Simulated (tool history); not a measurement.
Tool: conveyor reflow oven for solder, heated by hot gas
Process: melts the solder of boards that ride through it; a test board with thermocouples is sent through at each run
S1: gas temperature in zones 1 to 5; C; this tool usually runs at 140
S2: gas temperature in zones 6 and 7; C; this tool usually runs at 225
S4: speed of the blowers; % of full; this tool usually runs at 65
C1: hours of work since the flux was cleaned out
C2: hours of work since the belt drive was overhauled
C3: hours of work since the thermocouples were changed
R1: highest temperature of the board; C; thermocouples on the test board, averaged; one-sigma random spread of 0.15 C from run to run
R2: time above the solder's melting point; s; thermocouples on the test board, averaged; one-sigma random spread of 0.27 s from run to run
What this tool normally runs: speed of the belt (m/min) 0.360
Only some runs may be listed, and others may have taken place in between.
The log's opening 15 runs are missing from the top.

run 16 hour=231.9 | S1=140 S2=225 speed_of_the_belt_(m/min)=0.360 S4=65 | C1=264 C2=604 C3=456 | R1=210.3 R2=81.4
run 17 hour=250.1 | S1=140 S2=225 speed_of_the_belt_(m/min)=0.360 S4=65 | C1=273 C2=612 C3=464 | R1=210.2 R2=80.4
run 18 hour=267.4 | S1=148 S2=225 speed_of_the_belt_(m/min)=0.360 S4=65 | C1=281 C2=621 C3=472 | R1=211.0 R2=88.5
run 19 hour=277.0 | S1=134 S2=225 speed_of_the_belt_(m/min)=0.376 S4=65 | C1=286 C2=625 C3=477 | R1=207.2 R2=70.0
run 20 hour=288.2 | S1=134 S2=225 speed_of_the_belt_(m/min)=0.376 S4=65 | C1=291 C2=630 C3=482 | R1=207.5 R2=69.4
run 21 hour=308.0 | S1=145 S2=225 speed_of_the_belt_(m/min)=0.385 S4=65 | C1=300 C2=640 C3=492 | R1=208.8 R2=75.9
run 22 hour=318.7 | S1=145 S2=225 speed_of_the_belt_(m/min)=0.385 S4=65 | C1=305 C2=645 C3=497 | R1=208.9 R2=75.8
run 23 hour=336.6 | S1=126 S2=237 speed_of_the_belt_(m/min)=0.308 S4=60 | C1=314 C2=653 C3=505 | R1=222.0 R2=104.1
-- hour=355.2 flux residue cleaned out of gas plates and filters
run 24 hour=363.6 | S1=133 S2=237 speed_of_the_belt_(m/min)=0.333 S4=60 | C1=4 C2=664 C3=516 | R1=223.0 R2=101.9
run 25 hour=382.4 | S1=133 S2=237 speed_of_the_belt_(m/min)=0.333 S4=60 | C1=13 C2=673 C3=525 | R1=223.0 R2=101.4
run 26 hour=398.7 | S1=133 S2=223 speed_of_the_belt_(m/min)=0.333 S4=60 | C1=21 C2=680 C3=532 | R1=210.3 R2=85.7
run 27 hour=409.9 | S1=145 S2=220 speed_of_the_belt_(m/min)=0.333 S4=60 | C1=26 C2=686 C3=538 | R1=209.1 R2=92.1
run 28 hour=431.6 | S1=127 S2=214 speed_of_the_belt_(m/min)=0.308 S4=60 | C1=36 C2=696 C3=548 | R1=203.1 R2=77.9
run 29 hour=452.5 | S1=149 S2=225 speed_of_the_belt_(m/min)=0.360 S4=65 | C1=46 C2=706 C3=558 | R1=213.2 R2=92.8
run 30 hour=462.7 | S1=149 S2=225 speed_of_the_belt_(m/min)=0.360 S4=65 | C1=51 C2=711 C3=563 | R1=213.3 R2=92.6
run 31 hour=475.6 | S1=149 S2=225 speed_of_the_belt_(m/min)=0.360 S4=65 | C1=57 C2=717 C3=569 | R1=213.3 R2=92.9

Below are 4 alternative next runs, each starting from the tool's condition after run 31. Predict each:
run A hour=497.2 | S1=139 S2=214 speed_of_the_belt_(m/min)=0.330 S4=65 | C1=67 C2=727 C3=579 | R1=? R2=?
run B hour=497.2 | S1=148 S2=225 speed_of_the_belt_(m/min)=0.360 S4=67 | C1=67 C2=727 C3=579 | R1=? R2=?
run C hour=497.2 | S1=149 S2=214 speed_of_the_belt_(m/min)=0.360 S4=65 | C1=67 C2=727 C3=579 | R1=? R2=?
run D hour=497.2 | S1=145 S2=222 speed_of_the_belt_(m/min)=0.360 S4=82 | C1=67 C2=727 C3=579 | R1=? R2=?

run=A R1=203.6 R2=80.4
run=B R1=213.3 R2=92.2
run=C R1=203.3 R2=78.4
run=D R1=212.6 R2=90.9
Take away the tool's hidden state, keep each run's random variation, and the runs would have read:
run=A R1=204.1 R2=79.7
run=B R1=213.9 R2=90.9
run=C R1=203.8 R2=77.7
run=D R1=213.2 R2=89.8
